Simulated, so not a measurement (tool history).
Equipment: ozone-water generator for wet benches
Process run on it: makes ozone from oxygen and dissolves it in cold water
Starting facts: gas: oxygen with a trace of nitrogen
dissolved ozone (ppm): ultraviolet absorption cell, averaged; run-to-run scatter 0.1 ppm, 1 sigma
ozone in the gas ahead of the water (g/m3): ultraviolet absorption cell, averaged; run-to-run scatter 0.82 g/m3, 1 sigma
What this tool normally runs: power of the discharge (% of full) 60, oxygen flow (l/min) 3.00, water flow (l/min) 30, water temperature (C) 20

run	hour	power of the discharge (% of full)	oxygen flow (l/min)	water flow (l/min)	water temperature (C)	dissolved ozone (ppm)	ozone in the gas ahead of the water (g/m3)
1	0.0	60	3.00	30	20	6.0	127.9
2	36.2	60	3.69	30	20	6.1	115.1
3	66.0	60	3.69	30	20	6.1	113.9
4	86.5	60	3.69	30	20	6.2	115.2
5	105.6	60	3.69	30	20	6.1	114.0
6	127.5	56	3.00	30	20	5.5	121.0
7	145.7	56	3.00	30	20	5.5	121.3
8	175.4	41	3.00	30	20	4.5	96.6
9	194.2	41	3.00	30	20	4.5	95.2
10	223.3	60	3.22	30	20	6.0	122.2
11	251.9	60	3.22	30	20	6.0	122.9
12	281.1	60	3.00	30	12	6.2	125.6
13	307.9	63	3.00	30	20	6.0	130.8
14	334.7	63	3.00	30	20	6.4	132.0
15	372.3	95	3.40	30	25	8.0	165.9
16	408.4	48	2.33	38	18	3.8	122.3
17	439.5	48	2.33	38	18	3.8	122.6
18	461.2	60	2.27	30	20	5.4	145.8
19	480.4	60	2.91	30	20	5.7	128.9
20	504.1	60	2.91	30	20	5.9	126.3
21	531.2	75	3.02	30	18	7.0	147.1
22	556.1	60	3.93	30	20	6.3	109.9
23	590.6	69	3.00	30	16	6.7	140.3
24	616.4	73	4.69	30	20	7.3	115.3
25	647.7	87	3.00	30	20	7.6	165.4
26	665.1	42	2.60	30	13	4.6	104.7
27	682.5	63	4.86	30	20	6.5	101.7
28	704.5	63	4.86	30	20	6.6	101.7

Difference, measured minus no-hidden-state, one row per run. Run-to-run variation is common to both terms; the gauge's own scatter need not be:
Hidden conditions of the tool in this case: yield of the discharge, % of new electrodes'; contactor's efficiency, % of a clean one's; true water temperature over the reading, C; drift of the gauge itself on ozone_ppm, %; drift of the gauge itself on gas_g_m3, %.
run	dissolved ozone (ppm)	ozone in the gas ahead of the water (g/m3)
1	-0.2	-3.5
2	-0.2	-3.2
3	-0.2	-3.3
4	-0.2	-3.3
5	-0.2	-3.3
6	-0.2	-3.4
7	-0.2	-3.5
8	-0.1	-2.1
9	-0.1	-2.0
10	-0.2	-3.9
11	-0.2	-4.0
12	-0.3	-4.2
13	-0.3	-4.5
14	-0.3	-4.7
15	-0.4	-8.1
16	-0.1	-3.6
17	-0.1	-3.6
18	-0.3	-5.4
19	-0.2	-4.8
20	-0.3	-4.8
21	-0.4	-6.6
22	-0.3	-4.2
23	-0.3	-6.2
24	-0.5	-5.4
25	-0.5	-8.8
26	-0.2	-3.0
27	-0.3	-4.3
28	-0.4	-4.3

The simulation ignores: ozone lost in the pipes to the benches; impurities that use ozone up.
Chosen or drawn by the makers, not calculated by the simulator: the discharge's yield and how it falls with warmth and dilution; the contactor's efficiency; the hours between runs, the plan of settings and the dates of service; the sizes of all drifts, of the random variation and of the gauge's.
